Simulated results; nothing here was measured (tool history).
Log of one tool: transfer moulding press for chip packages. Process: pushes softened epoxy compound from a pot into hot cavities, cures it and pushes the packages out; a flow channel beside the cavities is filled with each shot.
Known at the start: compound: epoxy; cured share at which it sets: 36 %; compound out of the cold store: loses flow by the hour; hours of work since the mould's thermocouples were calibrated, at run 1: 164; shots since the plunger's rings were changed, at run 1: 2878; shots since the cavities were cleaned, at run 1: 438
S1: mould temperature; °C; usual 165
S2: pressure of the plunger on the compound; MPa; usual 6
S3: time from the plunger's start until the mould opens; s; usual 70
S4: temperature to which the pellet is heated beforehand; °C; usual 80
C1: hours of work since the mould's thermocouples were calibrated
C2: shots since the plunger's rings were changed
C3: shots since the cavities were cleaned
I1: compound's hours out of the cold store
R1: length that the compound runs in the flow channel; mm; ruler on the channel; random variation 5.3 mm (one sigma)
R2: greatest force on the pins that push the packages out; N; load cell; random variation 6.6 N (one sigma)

Run 1, hour 0: usual settings; C1 164; C2 2878; C3 438; I1 39.6. Result: R1 524 mm, R2 363 N.
Run 2, hour 8.1: usual settings; C1 170; C2 2990; C3 550; I1 45. Result: R1 509 mm, R2 393 N.
At hour 11.6: cavities cleaned with cleaning compound and waxed.
Run 3, hour 21.8: usual settings but S4 72 °C; C1 177; C2 3158; C3 140; I1 10.7. Result: R1 618 mm, R2 320 N.
Run 4, hour 32.2: usual settings but S4 72 °C; C1 184; C2 3301; C3 283; I1 34.5. Result: R1 533 mm, R2 335 N.
Run 5, hour 39.5: usual settings but S4 72 °C; C1 189; C2 3403; C3 385; I1 33.6. Result: R1 536 mm, R2 363 N.
Run 6, hour 47.4: usual settings but S4 72 °C; C1 194; C2 3512; C3 494; I1 45.1. Result: R1 497 mm, R2 386 N.
At hour 54.9: cavities cleaned with cleaning compound and waxed.
Run 7, hour 57.5: usual settings but S4 72 °C; C1 199; C2 3630; C3 36; I1 17. Result: R1 591 mm, R2 290 N.
At hour 64: plunger's sealing rings changed.
Run 8, hour 67: usual settings but S4 72 °C; C1 204; C2 41; C3 133; I1 13.1. Result: R1 643 mm, R2 318 N.
Run 9, hour 75.8: usual settings but S4 72 °C; C1 209; C2 162; C3 254; I1 23.8. Result: R1 597 mm, R2 342 N.
Run 10, hour 83.2: usual settings but S4 72 °C; C1 214; C2 265; C3 357; I1 14.4. Result: R1 626 mm, R2 380 N.
Run 11, hour 92.2: usual settings but S4 72 °C; C1 220; C2 388; C3 480; I1 25.7. Result: R1 590 mm, R2 392 N.
At hour 101.1: cavities cleaned with cleaning compound and waxed.
Run 12, hour 105.9: usual settings but S4 72 °C; C1 228; C2 556; C3 66; I1 33.3. Result: R1 567 mm, R2 266 N.
Run 13, hour 115.5: usual settings but S3 90 s; C1 234; C2 689; C3 199; I1 9.2. Result: R1 650 mm, R2 292 N.
Run 14, hour 124.6: usual settings but S3 98 s; C1 240; C2 815; C3 325; I1 40.9. Result: R1 543 mm, R2 320 N.
Run 15, hour 131.1: usual settings but S3 98 s; C1 244; C2 904; C3 414; I1 19.5. Result: R1 598 mm, R2 342 N.
At hour 144.6: cavities cleaned with cleaning compound and waxed.
Run 16, hour 145.2: usual settings but S1 163 °C, S3 98 s; C1 252; C2 1078; C3 8; I1 23.9. Result: R1 602 mm, R2 233 N.
Run 17, hour 150.5: usual settings but S1 163 °C, S3 98 s; C1 255; C2 1151; C3 81; I1 11.8. Result: R1 642 mm, R2 261 N.
Run 18, hour 162.2: usual settings but S1 163 °C, S3 98 s; C1 263; C2 1313; C3 243; I1 12.7. Result: R1 640 mm, R2 299 N.
Run 19, hour 172.2: usual settings but S2 6.41 MPa; C1 269; C2 1451; C3 381; I1 44.8. Result: R1 547 mm, R2 373 N.
Run 20, hour 180.4: usual settings but S1 162 °C, S2 5.69 MPa, S3 55 s, S4 82 °C; C1 274; C2 1564; C3 494; I1 42.5. Result: R1 522 mm, R2 693 N.
At hour 188: cavities cleaned with cleaning compound and waxed.
Run 21, hour 188.1: usual settings but S1 164 °C, S4 79 °C; C1 278; C2 1649; C3 1; I1 37.9. Result: R1 537 mm, R2 250 N.
Run 22, hour 197.9: usual settings but S1 166 °C, S3 77 s, S4 76 °C; C1 285; C2 1784; C3 136; I1 39.9. Result: R1 527 mm, R2 265 N.
Run 23, hour 203.7: usual settings but S1 166 °C, S3 77 s, S4 76 °C; C1 288; C2 1864; C3 216; I1 38.8. Result: R1 540 mm, R2 293 N.
Run 24, hour 214.9: usual settings but S2 6.66 MPa, S4 89 °C; C1 296; C2 2020; C3 372; I1 30.2. Result: R1 584 mm, R2 366 N.
Run 25, hour 223: usual settings but S2 6.66 MPa, S4 89 °C; C1 301; C2 2131; C3 483; I1 31.1. Result: R1 583 mm, R2 382 N.
At hour 231.2: cavities cleaned with cleaning compound and waxed.
Run 26, hour 233.6: usual settings but S3 91 s, S4 72 °C; C1 307; C2 2257; C3 34; I1 18.5. Result: R1 605 mm, R2 267 N.
Run 27, hour 245.9: usual settings but S1 159 °C, S3 61 s, S4 72 °C; C1 315; C2 2426; C3 203; I1 46.5. Result: R1 529 mm, R2 587 N.
Run 28, hour 254.3: usual settings but S1 159 °C, S3 61 s, S4 72 °C; C1 320; C2 2543; C3 320; I1 14.3. Result: R1 623 mm, R2 739 N.

Forecast each of these 5 alternatives for the next run:
Run A, hour 261.3: usual settings but S1 160 °C, S3 86 s, S4 75 °C; C1 324; C2 2638; C3 415; I1 17.9. Result: R1 ?, R2 ?.
Run B, hour 261.3: usual settings but S1 159 °C; C1 324; C2 2638; C3 415; I1 31.3. Result: R1 ?, R2 ?.
Run C, hour 261.3: usual settings but S1 168 °C, S2 5.87 MPa, S4 90 °C; C1 324; C2 2638; C3 415; I1 17.4. Result: R1 ?, R2 ?.
Run D, hour 261.3: usual settings but S3 85 s, S4 78 °C; C1 324; C2 2638; C3 415; I1 46.5. Result: R1 ?, R2 ?.
Run E, hour 261.3: usual settings but S3 55 s; C1 324; C2 2638; C3 415; I1 38.6. Result: R1 ?, R2 ?.

run   R1   R2
  A  609  393
  B  563  520
  C  580  359
  D  497  348
  E  531  531
Without the tool's hidden state the same runs would have given:
run   R1   R2
  A  649  272
  B  599  376
  C  617  245
  D  529  236
  E  564  381

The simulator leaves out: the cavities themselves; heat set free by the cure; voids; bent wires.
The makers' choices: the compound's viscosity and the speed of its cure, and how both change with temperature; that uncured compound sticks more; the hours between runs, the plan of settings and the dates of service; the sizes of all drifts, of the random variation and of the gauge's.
